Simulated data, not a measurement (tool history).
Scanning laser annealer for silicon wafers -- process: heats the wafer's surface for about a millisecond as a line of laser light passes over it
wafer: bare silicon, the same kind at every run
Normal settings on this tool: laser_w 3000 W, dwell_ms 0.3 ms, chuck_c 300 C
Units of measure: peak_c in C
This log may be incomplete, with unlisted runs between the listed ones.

run    hour  laser_w  dwell_ms  chuck_c  peak_c
  1       0     3000       0.3      300     981
  2    51.7     3000       0.3      300     977
  3   120.7     3000     0.221      300     888
  4   188.9     3000       0.3      300     964
  5   227.9     3143       0.3      300     999
      242.1  -- window over the wafer cleaned
      286.5  -- optics aligned, line set to its width
  6   317.7     3143       0.3      300     988
      384.7  -- window over the wafer cleaned, once more
  7   384.7     3000     0.262      300     965
  8   450.5     3000       0.3      337    1043
  9   534.7     3000       0.3      300     994
 10   578.7     3000     0.239      317     942
 11   621.2     3099     0.259      325     998
 12   670.6     3000       0.3      289     973
 13   738.4     2926     0.281      331     971
 14     782     2926     0.353      268     975
 15     849     2946     0.321      268     942
 16   922.7     3000     0.327      290     982
 17  1006.3     2908     0.373      340    1042
     1012.7  -- window over the wafer cleaned
 18  1076.5     2831     0.237      300     879

What if the next run were any one of these 4? Each begins from the tool's condition after run 18:
  A  1152.9     3009     0.275      310       ?
  B  1152.9     2938       0.3      300       ?
  C  1152.9     3249     0.237      260       ?
  D  1152.9     2831     0.221      300       ?

run  peak_c
  A     972
  B     967
  C     940
  D     854
With no hidden state in the tool, these same runs would have given:
run  peak_c
  A     998
  B     993
  C     967
  D     876
